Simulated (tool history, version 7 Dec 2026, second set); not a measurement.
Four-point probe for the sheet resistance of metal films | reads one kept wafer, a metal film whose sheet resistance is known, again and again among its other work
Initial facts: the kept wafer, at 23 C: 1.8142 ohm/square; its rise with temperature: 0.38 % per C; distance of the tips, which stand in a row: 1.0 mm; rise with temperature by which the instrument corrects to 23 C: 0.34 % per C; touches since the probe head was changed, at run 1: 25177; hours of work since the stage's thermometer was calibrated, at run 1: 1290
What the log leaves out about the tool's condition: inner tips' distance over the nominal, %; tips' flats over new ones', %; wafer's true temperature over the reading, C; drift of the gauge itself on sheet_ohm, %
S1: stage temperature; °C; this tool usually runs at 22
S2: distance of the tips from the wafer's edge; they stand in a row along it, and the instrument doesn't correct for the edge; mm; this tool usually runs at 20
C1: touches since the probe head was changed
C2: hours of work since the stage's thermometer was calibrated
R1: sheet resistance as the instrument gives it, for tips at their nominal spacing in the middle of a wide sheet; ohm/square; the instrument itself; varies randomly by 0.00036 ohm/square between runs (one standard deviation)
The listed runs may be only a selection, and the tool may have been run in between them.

Run 1, hour 0: usual settings; C1 25177; C2 1290. Result: R1 1.812466 ohm/square.
Run 2, hour 25: usual settings; C1 26401; C2 1308. Result: R1 1.811332 ohm/square.
Run 3, hour 43.9: usual settings; C1 27323; C2 1322. Result: R1 1.811018 ohm/square.
Run 4, hour 55.9: usual settings; C1 27915; C2 1331. Result: R1 1.810912 ohm/square.
Run 5, hour 71.8: usual settings but S1 26 °C; C1 28693; C2 1343. Result: R1 1.814664 ohm/square.
Run 6, hour 85.4: usual settings but S1 26 °C; C1 29358; C2 1353. Result: R1 1.814276 ohm/square.
Run 7, hour 97.2: usual settings but S1 26 °C; C1 29932; C2 1361. Result: R1 1.814247 ohm/square.
Run 8, hour 122.5: usual settings; C1 31172; C2 1380. Result: R1 1.810569 ohm/square.
Run 9, hour 142.3: usual settings; C1 32141; C2 1394. Result: R1 1.810003 ohm/square.
Run 10, hour 166.7: usual settings; C1 33331; C2 1412. Result: R1 1.810123 ohm/square.
Run 11, hour 179.6: usual settings; C1 33965; C2 1422. Result: R1 1.810114 ohm/square.
Run 12, hour 202.8: usual settings but S2 40 mm; C1 35100; C2 1439. Result: R1 1.808476 ohm/square.
Run 13, hour 224.4: usual settings but S2 40 mm; C1 36156; C2 1455. Result: R1 1.80794 ohm/square.
Run 14, hour 250.1: usual settings but S2 40 mm; C1 37414; C2 1474. Result: R1 1.8075 ohm/square.
Run 15, hour 275.7: usual settings but S1 21 °C; C1 38668; C2 1492. Result: R1 1.808084 ohm/square.
Run 16, hour 290.7: usual settings but S1 21 °C; C1 39400; C2 1503. Result: R1 1.807955 ohm/square.
Run 17, hour 306.2: usual settings but S2 14 mm; C1 40159; C2 1515. Result: R1 1.811432 ohm/square.
Run 18, hour 319.8: usual settings; C1 40827; C2 1525. Result: R1 1.808454 ohm/square.
At hour 322: stage's thermometer calibrated.
Run 19, hour 333.5: usual settings but S2 4 mm; C1 41470; C2 8. Result: R1 1.864269 ohm/square.
Run 20, hour 358.5: usual settings but S2 56 mm; C1 42692; C2 27. Result: R1 1.80542 ohm/square.
At hour 366.8: stage's thermometer calibrated, once more.
Run 21, hour 372.5: usual settings but S1 31 °C; C1 43352; C2 4. Result: R1 1.817961 ohm/square.
Run 22, hour 388.1: usual settings but S1 31 °C; C1 44119; C2 16. Result: R1 1.817771 ohm/square.
Run 23, hour 406.1: usual settings; C1 44998; C2 29. Result: R1 1.810481 ohm/square.
Run 24, hour 433.6: usual settings; C1 46345; C2 49. Result: R1 1.809764 ohm/square.
Run 25, hour 449.5: usual settings but S2 38 mm; C1 47120; C2 61. Result: R1 1.80828 ohm/square.
Run 26, hour 477.1: usual settings but S1 29 °C, S2 55 mm; C1 48474; C2 81. Result: R1 1.813999 ohm/square.
Run 27, hour 493.7: usual settings but S2 6 mm; C1 49284; C2 93. Result: R1 1.834347 ohm/square.
Run 28, hour 519.9: usual settings but S1 26 °C, S2 6 mm; C1 50568; C2 112. Result: R1 1.837153 ohm/square.
Run 29, hour 532.3: usual settings but S1 26 °C, S2 6 mm; C1 51175; C2 122. Result: R1 1.836937 ohm/square.
Run 30, hour 561.4: usual settings but S1 26 °C, S2 6 mm; C1 52595; C2 143. Result: R1 1.836584 ohm/square.
Run 31, hour 584.3: usual settings but S1 34 °C, S2 9 mm; C1 53719; C2 160. Result: R1 1.827588 ohm/square.
Run 32, hour 605.9: usual settings but S1 33 °C, S2 58 mm; C1 54776; C2 176. Result: R1 1.815466 ohm/square.
Run 33, hour 631.9: usual settings but S1 29 °C, S2 6 mm; C1 56047; C2 195. Result: R1 1.838485 ohm/square.
Run 34, hour 655.5: usual settings but S1 28 °C, S2 7 mm; C1 57201; C2 212. Result: R1 1.830442 ohm/square.
Run 35, hour 671.5: usual settings but S1 28 °C, S2 7 mm; C1 57986; C2 224. Result: R1 1.830906 ohm/square.
Run 36, hour 696.3: usual settings but S1 28 °C, S2 16 mm; C1 59196; C2 242. Result: R1 1.81396 ohm/square.
Run 37, hour 724.2: usual settings but S1 28 °C, S2 16 mm; C1 60562; C2 262. Result: R1 1.814107 ohm/square.
Run 38, hour 749.5: usual settings but S1 30 °C, S2 21 mm; C1 61801; C2 281. Result: R1 1.813488 ohm/square.
Run 39, hour 777.5: usual settings but S1 30 °C, S2 21 mm; C1 63169; C2 301. Result: R1 1.813477 ohm/square.
Run 40, hour 795.8: usual settings but S1 21 °C, S2 4 mm; C1 64067; C2 315. Result: R1 1.862024 ohm/square.
Run 41, hour 809.2: usual settings but S1 21 °C, S2 69 mm; C1 64721; C2 325. Result: R1 1.803827 ohm/square.
Run 42, hour 823.3: usual settings but S1 23 °C, S2 11 mm; C1 65409; C2 335. Result: R1 1.813309 ohm/square.
Run 43, hour 838.5: usual settings but S1 23 °C, S2 11 mm; C1 66153; C2 346. Result: R1 1.812856 ohm/square.
Run 44, hour 865.8: usual settings but S1 23 °C, S2 11 mm; C1 67488; C2 366. Result: R1 1.812906 ohm/square.
Run 45, hour 891.9: usual settings but S1 29 °C, S2 5 mm; C1 68767; C2 385. Result: R1 1.847247 ohm/square.

Measured minus without-hidden-state, run by run (identical run-to-run variation in each term; gauge scatter may differ):
run         R1
  1  -0.004187
  2  -0.004413
  3  -0.004587
  4  -0.004696
  5  -0.004818
  6  -0.004953
  7  -0.005063
  8  -0.005333
  9  -0.005521
 10  -0.005757
 11  -0.005881
 12  -0.006085
 13  -0.006285
 14  -0.006531
 15  -0.006803
 16  -0.006942
 17  -0.007095
 18  -0.007211
 19   -0.00827
 20  -0.008263
 21  -0.004631
 22  -0.004794
 23  -0.004954
 24  -0.005224
 25  -0.005381
 26   -0.00566
 27  -0.005887
 28  -0.006127
 29  -0.006251
 30  -0.006517
 31  -0.006697
 32  -0.006861
 33  -0.007207
 34  -0.007404
 35  -0.007574
 36  -0.007755
 37  -0.008029
 38  -0.008278
 39  -0.008539
 40  -0.008959
 41  -0.008833
 42  -0.009007
 43  -0.009153
 44  -0.009414
 45  -0.009841
